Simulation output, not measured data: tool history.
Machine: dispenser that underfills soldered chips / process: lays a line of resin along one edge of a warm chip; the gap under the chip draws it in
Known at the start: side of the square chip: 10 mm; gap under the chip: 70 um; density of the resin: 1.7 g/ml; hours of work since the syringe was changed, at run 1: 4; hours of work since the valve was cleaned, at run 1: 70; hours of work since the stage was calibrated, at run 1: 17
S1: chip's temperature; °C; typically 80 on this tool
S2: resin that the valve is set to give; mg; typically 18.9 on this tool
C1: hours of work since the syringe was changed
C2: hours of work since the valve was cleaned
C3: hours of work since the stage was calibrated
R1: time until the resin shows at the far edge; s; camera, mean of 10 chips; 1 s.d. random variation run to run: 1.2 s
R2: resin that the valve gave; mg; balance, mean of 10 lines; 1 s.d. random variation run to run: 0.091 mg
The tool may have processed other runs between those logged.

run	hour	S1	S2	C1	C2	C3	R1	R2
1	0	80	18.9	4	70	17	157.4	17.66
2	3.7	80	18.9	7	73	20	198.9	17.59
# hour 6.7: new syringe of resin
3	12.3	80	18.9	4	79	26	161.5	17.37
# hour 19: new syringe of resin
4	19	80	18.9	0	84	31	116	17.4
5	22.7	80	18.9	3	87	34	145.3	17.25
6	27.3	80	18.9	6	90	38	196.5	17.15
# hour 31: new syringe of resin
7	31.6	80	18.9	0	94	41	118.3	17.18
8	39.6	80	18.1	7	100	47	199	16.36
# hour 43: new syringe of resin
9	45.4	80	18.9	2	104	51	137.5	16.89
10	50.3	80	18	6	108	55	190.5	16.14
11	53.9	80	18.9	8	110	57	225.6	16.72
# hour 55.2: new syringe of resin
12	60.8	80	18.9	4	115	63	166.3	16.74
13	66.3	78	18.9	9	120	67	254.5	16.68
# hour 67.7: new syringe of resin
14	73.5	93	16.9	4	125	72	115	14.94
# hour 77.3: dispensing valve cleaned and set on the balance
# hour 80.9: new syringe of resin
15	83.2	93	16.9	2	4	78	88.3	16.75
16	89.6	93	16.9	7	9	83	132.7	16.69
# hour 93: new syringe of resin
17	97.3	93	16.9	3	15	89	98.5	16.6
18	102.8	88	22.5	7	19	93	157.6	21.89
# hour 105.4: new syringe of resin
19	107.7	88	22.5	2	23	97	102.6	21.87
20	114	67	18.9	7	27	101	302.5	18.31
# hour 117.5: new syringe of resin
21	122.8	67	20.1	4	34	108	236.9	19.42
22	126.6	79	18.9	7	37	111	202.4	18.06
# hour 129.5: new syringe of resin
23	132.5	77	22.6	2	41	115	149.3	21.48
24	138.5	95	22.6	7	46	120	124.3	21.44
# hour 141.6: new syringe of resin
25	145.5	94	19.9	3	51	125	93.7	18.84
26	151	76	19.1	7	55	129	232.5	17.94

Each row is a separate what-if for the run after 26, all from the same tool condition, not one after another. Results?
# hour 153.7: new syringe of resin
A	155.6	72	22.1	1	58	132	?	?
# hour 153.7: new syringe of resin
B	155.6	76	22.8	1	58	132	?	?
# hour 153.7: new syringe of resin
C	155.6	85	22.5	1	58	132	?	?
# hour 153.7: new syringe of resin
D	155.6	95	18.4	1	58	132	?	?

run	R1	R2
A	162	20.85
B	139	21.32
C	107.3	21.14
D	79.6	17.14
With the hidden condition removed and each run's random variation left untouched, the same runs would have given:
run	R1	R2
A	147.2	22.22
B	126.4	22.72
C	97.5	22.52
D	71.7	18.27
